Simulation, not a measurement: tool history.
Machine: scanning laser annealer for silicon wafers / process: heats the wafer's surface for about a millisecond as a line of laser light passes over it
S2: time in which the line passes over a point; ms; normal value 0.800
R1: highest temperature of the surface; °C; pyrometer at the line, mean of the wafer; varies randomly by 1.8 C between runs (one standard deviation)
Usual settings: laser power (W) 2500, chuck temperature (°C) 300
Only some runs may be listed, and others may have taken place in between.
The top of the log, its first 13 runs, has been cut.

-- hour=92.8 optics aligned, line set to its width
run 14 hour=96.2 | laser_power_(W)=2503 S2=0.800 chuck_temperature_(°C)=270 | R1=1010
run 15 hour=102.8 | laser_power_(W)=2503 S2=0.800 chuck_temperature_(°C)=270 | R1=1010
run 16 hour=110.8 | laser_power_(W)=2503 S2=0.800 chuck_temperature_(°C)=270 | R1=1009
run 17 hour=118.8 | laser_power_(W)=2500 S2=0.800 chuck_temperature_(°C)=305 | R1=1043
run 18 hour=123.0 | laser_power_(W)=2500 S2=0.800 chuck_temperature_(°C)=305 | R1=1043
run 19 hour=128.5 | laser_power_(W)=2500 S2=0.800 chuck_temperature_(°C)=305 | R1=1042
run 20 hour=134.1 | laser_power_(W)=2500 S2=0.785 chuck_temperature_(°C)=300 | R1=1028
run 21 hour=141.6 | laser_power_(W)=2703 S2=0.835 chuck_temperature_(°C)=274 | R1=1094
run 22 hour=147.9 | laser_power_(W)=2701 S2=0.835 chuck_temperature_(°C)=274 | R1=1089
run 23 hour=154.1 | laser_power_(W)=2500 S2=0.700 chuck_temperature_(°C)=300 | R1=990
run 24 hour=161.3 | laser_power_(W)=2500 S2=0.700 chuck_temperature_(°C)=300 | R1=990
run 25 hour=165.7 | laser_power_(W)=2500 S2=0.700 chuck_temperature_(°C)=300 | R1=988
run 26 hour=173.9 | laser_power_(W)=2292 S2=0.577 chuck_temperature_(°C)=317 | R1=883
run 27 hour=178.6 | laser_power_(W)=2636 S2=0.586 chuck_temperature_(°C)=300 | R1=967
-- hour=182.1 laser's power meter calibrated
run 28 hour=187.2 | laser_power_(W)=2341 S2=0.826 chuck_temperature_(°C)=309 | R1=1004
run 29 hour=196.0 | laser_power_(W)=2129 S2=0.800 chuck_temperature_(°C)=340 | R1=959
run 30 hour=201.4 | laser_power_(W)=2129 S2=0.800 chuck_temperature_(°C)=340 | R1=954
run 31 hour=209.1 | laser_power_(W)=2572 S2=0.800 chuck_temperature_(°C)=319 | R1=1073
run 32 hour=216.6 | laser_power_(W)=2361 S2=0.800 chuck_temperature_(°C)=338 | R1=1026
-- hour=220.9 laser's power meter calibrated, once more
run 33 hour=225.6 | laser_power_(W)=2361 S2=0.800 chuck_temperature_(°C)=338 | R1=1025
run 34 hour=233.9 | laser_power_(W)=2334 S2=0.800 chuck_temperature_(°C)=315 | R1=991
run 35 hour=239.5 | laser_power_(W)=2500 S2=0.800 chuck_temperature_(°C)=292 | R1=1024
run 36 hour=245.0 | laser_power_(W)=2500 S2=0.589 chuck_temperature_(°C)=292 | R1=917
run 37 hour=253.6 | laser_power_(W)=2500 S2=0.815 chuck_temperature_(°C)=339 | R1=1076

For run 38, what comes out?
run 38 hour=258.8 | laser_power_(W)=2500 S2=0.815 chuck_temperature_(°C)=339 | R1=?

{"run 38": {"R1": 1077}}
With no hidden state in the tool, this same run would have given R1 1095 °C.

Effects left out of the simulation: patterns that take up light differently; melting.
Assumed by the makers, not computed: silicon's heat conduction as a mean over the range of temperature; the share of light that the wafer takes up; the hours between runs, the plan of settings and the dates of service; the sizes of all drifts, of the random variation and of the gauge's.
